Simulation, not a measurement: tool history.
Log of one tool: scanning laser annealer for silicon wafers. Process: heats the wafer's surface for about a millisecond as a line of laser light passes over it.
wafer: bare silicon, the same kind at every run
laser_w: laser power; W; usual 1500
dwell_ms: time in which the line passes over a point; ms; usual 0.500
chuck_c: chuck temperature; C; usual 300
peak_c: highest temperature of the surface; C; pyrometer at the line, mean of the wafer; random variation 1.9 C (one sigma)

run,hour,laser_w,dwell_ms,chuck_c,peak_c
1,0.0,1500,0.500,300,1092
2,21.3,1500,0.500,300,1091
3,50.2,1500,0.543,300,1127
4,69.5,1500,0.543,300,1126
# hour 105.8: optics aligned, line set to its width
5,109.2,1500,0.543,300,1139
6,139.2,1500,0.500,270,1067
7,164.0,1339,0.500,300,1003
8,186.7,1339,0.500,300,1007
9,228.3,1339,0.500,335,1043
10,266.5,1339,0.500,335,1035
11,284.8,1339,0.500,335,1037
12,322.7,1500,0.500,280,1071
13,360.7,1500,0.500,280,1068
14,388.9,1500,0.500,300,1088
15,406.4,1500,0.500,300,1090
16,434.7,1500,0.471,300,1056
17,462.5,1500,0.471,300,1056
18,491.8,1500,0.500,300,1084
19,532.0,1500,0.500,300,1086
20,550.6,1500,0.500,300,1081
21,575.9,1500,0.500,300,1077
22,612.7,1500,0.540,330,1143
23,644.5,1500,0.540,330,1145
24,666.9,1500,0.540,330,1141
25,701.1,1500,0.500,263,1035
# hour 735.3: window over the wafer cleaned
26,736.4,1340,0.602,263,1055
27,759.9,1340,0.602,263,1055
28,798.2,1367,0.602,332,1139
29,839.4,1471,0.514,322,1116
30,872.8,1318,0.376,308,894
31,913.9,1318,0.376,308,893
32,941.5,1318,0.376,284,869
33,958.3,1318,0.376,284,866
34,981.0,1384,0.513,263,1000
35,1019.2,1539,0.571,274,1148
36,1057.7,1387,0.375,311,924
37,1087.3,1387,0.375,311,922
38,1118.3,1574,0.500,300,1125
39,1157.4,1409,0.356,300,900
40,1189.9,1366,0.439,265,922
41,1206.7,1366,0.439,265,921
42,1224.9,1424,0.444,300,990

3 ways to go on from here, each from the tool as it stands after run 42. What would each give?
A,1249.1,1320,0.444,319,?
B,1249.1,1306,0.506,300,?
C,1249.1,1481,0.559,298,?

run,peak_c
A,954
B,976
C,1116
Without the tool's hidden state the same runs would have given:
run,peak_c
A,986
B,1010
C,1157
